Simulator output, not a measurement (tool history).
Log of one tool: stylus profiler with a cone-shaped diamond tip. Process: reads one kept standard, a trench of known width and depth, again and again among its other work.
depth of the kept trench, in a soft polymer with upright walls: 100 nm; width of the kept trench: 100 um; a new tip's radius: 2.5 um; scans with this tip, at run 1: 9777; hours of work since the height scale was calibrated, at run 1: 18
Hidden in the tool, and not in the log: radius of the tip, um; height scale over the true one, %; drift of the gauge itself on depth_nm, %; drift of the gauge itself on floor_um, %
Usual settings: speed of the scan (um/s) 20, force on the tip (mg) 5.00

run     day  speed of the scan (um/s)  force on the tip (mg)  scans with this tip  hours of work since the height scale was calibrated  depth of the trench (angstrom)  width of the trench's floor (um)
  1   0.000                        20                   5.00                 9777                                                   18                          1008.6                             98.23
  2   3.321                        20                   5.00                10146                                                   52                          1009.0                             98.28
  3   5.046                         9                   5.00                10339                                                   69                          1009.4                             98.36
  4   6.688                         9                   5.00                10522                                                   86                          1008.9                             98.28
  5   8.671                        20                   5.52                10743                                                  106                          1009.9                             98.30
  6  11.900                        20                   5.52                11103                                                  138                          1009.7                             98.18
  7  15.471                        20                   5.00                11501                                                  174                          1009.7                             98.27
  8  18.146                        20                   5.00                11798                                                  201                          1009.6                             98.25
  9  20.004                        20                   5.00                12006                                                  219                          1009.7                             98.19
 10  22.867                        12                   5.00                12325                                                  248                          1009.4                             98.28
 11  25.512                        12                   5.00                12619                                                  275                          1009.7                             98.20
 12  28.067                        20                   5.00                12904                                                  300                          1010.0                             98.22
 13  30.521                        20                   5.00                13178                                                  325                          1010.1                             98.16
 14  34.267                        20                   5.00                13595                                                  363                          1010.0                             98.13
 15  37.817                        20                   5.00                13991                                                  398                          1010.1                             98.20
 16  40.471                        20                   5.00                14286                                                  425                          1010.5                             98.15
 17  42.367                        20                   5.00                14497                                                  444                          1010.7                             98.22
 18  44.000                        20                   5.00                14680                                                  461                          1010.0                             98.10
 19  45.650                        20                   5.00                14863                                                  477                          1010.5                             98.21
 20  47.329                         6                   5.00                15051                                                  494                          1010.8                             98.19
 21  49.267                        39                   3.14                15267                                                  513                          1008.2                             97.96
 22  51.554                        41                   3.58                15521                                                  536                          1009.0                             98.06
 23  54.654                        41                   3.58                15867                                                  568                          1009.5                             98.04
     54.996  -- height scale calibrated on a step standard
 24  56.196                        41                   3.58                16036                                                   12                          1009.7                             97.97
 25  57.754                        20                   1.95                16210                                                   28                          1007.4                             98.06
 26  60.708                         5                   3.81                16539                                                   57                          1009.7                             98.20
 27  63.421                        74                   5.00                16841                                                   85                          1011.8                             97.86
 28  65.142                        20                   2.13                17033                                                  102                          1008.0                             98.05
 29  66.725                         8                  14.42                17209                                                  118                          1020.7                             98.14
 30  70.121                         8                  14.42                17588                                                  152                          1021.0                             98.12
     72.308  -- height scale calibrated on a step standard, once more
 31  73.033                        59                   1.88                17910                                                    7                          1004.6                             97.80
 32  75.525                        26                   1.87                18188                                                   32                          1004.5                             98.00
     79.204  -- new tip fitted, height scale calibrated
 33  79.329                        26                   3.79                   13                                                    1                          1006.7                             98.53
 34  83.088                        31                   8.16                  432                                                   39                          1011.6                             98.47
 35  86.000                        20                  11.50                  757                                                   68                          1015.7                             98.54
 36  89.425                        20                  11.50                 1139                                                  103                          1015.6                             98.55
 37  92.108                        22                   3.99                 1437                                                  130                          1007.4                             98.48
 38  94.762                        13                   3.23                 1733                                                  156                          1006.4                             98.51
 39  97.246                        13                   3.23                 2010                                                  181                          1006.9                             98.49

4 ways to go on from here, each from the tool as it stands after run 39. What would each give?
  A  100.367                         5                   3.48                 2357                                                  213                               ?                                 ?
  B  100.367                        38                   4.08                 2357                                                  213                               ?                                 ?
  C  100.367                        20                  14.10                 2357                                                  213                               ?                                 ?
  D  100.367                        51                   2.62                 2357                                                  213                               ?                                 ?

run  depth of the trench (angstrom)  width of the trench's floor (um)
  A                          1007.3                             98.56
  B                          1008.0                             98.38
  C                          1018.1                             98.52
  D                          1006.0                             98.27
Without the tool's hidden state the same runs would have given:
run  depth of the trench (angstrom)  width of the trench's floor (um)
  A                          1006.9                             98.63
  B                          1007.6                             98.45
  C                          1017.7                             98.59
  D                          1005.5                             98.34

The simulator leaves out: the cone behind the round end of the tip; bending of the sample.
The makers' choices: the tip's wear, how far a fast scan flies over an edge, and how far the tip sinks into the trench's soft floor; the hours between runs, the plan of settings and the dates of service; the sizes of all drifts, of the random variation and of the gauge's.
